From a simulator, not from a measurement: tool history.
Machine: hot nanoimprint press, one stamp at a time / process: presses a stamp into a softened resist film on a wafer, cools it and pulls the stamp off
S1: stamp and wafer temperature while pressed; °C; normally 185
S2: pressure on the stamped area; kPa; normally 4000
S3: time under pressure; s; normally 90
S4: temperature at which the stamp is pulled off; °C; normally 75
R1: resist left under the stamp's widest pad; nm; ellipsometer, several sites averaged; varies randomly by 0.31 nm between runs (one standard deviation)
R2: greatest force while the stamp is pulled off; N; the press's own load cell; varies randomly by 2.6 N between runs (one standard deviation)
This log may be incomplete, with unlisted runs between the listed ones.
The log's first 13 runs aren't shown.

run 14 hour=88.9 | S1=185 S2=4000 S3=90 S4=77 | R1=138 R2=240
run 15 hour=94.9 | S1=185 S2=4000 S3=90 S4=77 | R1=138 R2=241
run 16 hour=100.3 | S1=176 S2=4690 S3=90 S4=75 | R1=176.9 R2=239
run 17 hour=107.1 | S1=176 S2=4690 S3=90 S4=75 | R1=177.9 R2=248
run 18 hour=114.9 | S1=185 S2=4000 S3=90 S4=63 | R1=137.8 R2=289
run 19 hour=121.9 | S1=185 S2=4000 S3=90 S4=63 | R1=137.4 R2=284
run 20 hour=131.3 | S1=190 S2=3580 S3=90 S4=63 | R1=120 R2=288
run 21 hour=135.5 | S1=185 S2=4000 S3=90 S4=75 | R1=137.8 R2=251
run 22 hour=145.2 | S1=185 S2=4000 S3=90 S4=75 | R1=137.4 R2=246
run 23 hour=152.6 | S1=185 S2=4000 S3=57 S4=75 | R1=158.1 R2=241
run 24 hour=157 | S1=185 S2=4290 S3=90 S4=69 | R1=133.4 R2=265
run 25 hour=161.5 | S1=185 S2=5640 S3=115 S4=81 | R1=107.5 R2=238
run 26 hour=167.8 | S1=183 S2=4000 S3=55 S4=75 | R1=169.6 R2=263
run 27 hour=174.4 | S1=185 S2=4000 S3=90 S4=64 | R1=137.6 R2=291
run 28 hour=182.7 | S1=185 S2=5020 S3=56 S4=75 | R1=144.3 R2=256
run 29 hour=190.6 | S1=191 S2=2490 S3=60 S4=66 | R1=154.2 R2=283
run 30 hour=200.2 | S1=178 S2=4670 S3=90 S4=75 | R1=166 R2=255

Alternative continuations, all from the tool just after run 30; predict every row:
run A hour=205.3 | S1=185 S2=5930 S3=61 S4=62 | R1=? R2=?
run B hour=205.3 | S1=186 S2=4670 S3=144 S4=75 | R1=? R2=?
run C hour=205.3 | S1=185 S2=4000 S3=95 S4=76 | R1=? R2=?

run=A R1=130.6 R2=303
run=B R1=104 R2=261
run=C R1=134.3 R2=250
Had the tool no hidden state, the same runs would have come out as:
run=A R1=133 R2=141
run=B R1=106.3 R2=122
run=C R1=137.1 R2=116

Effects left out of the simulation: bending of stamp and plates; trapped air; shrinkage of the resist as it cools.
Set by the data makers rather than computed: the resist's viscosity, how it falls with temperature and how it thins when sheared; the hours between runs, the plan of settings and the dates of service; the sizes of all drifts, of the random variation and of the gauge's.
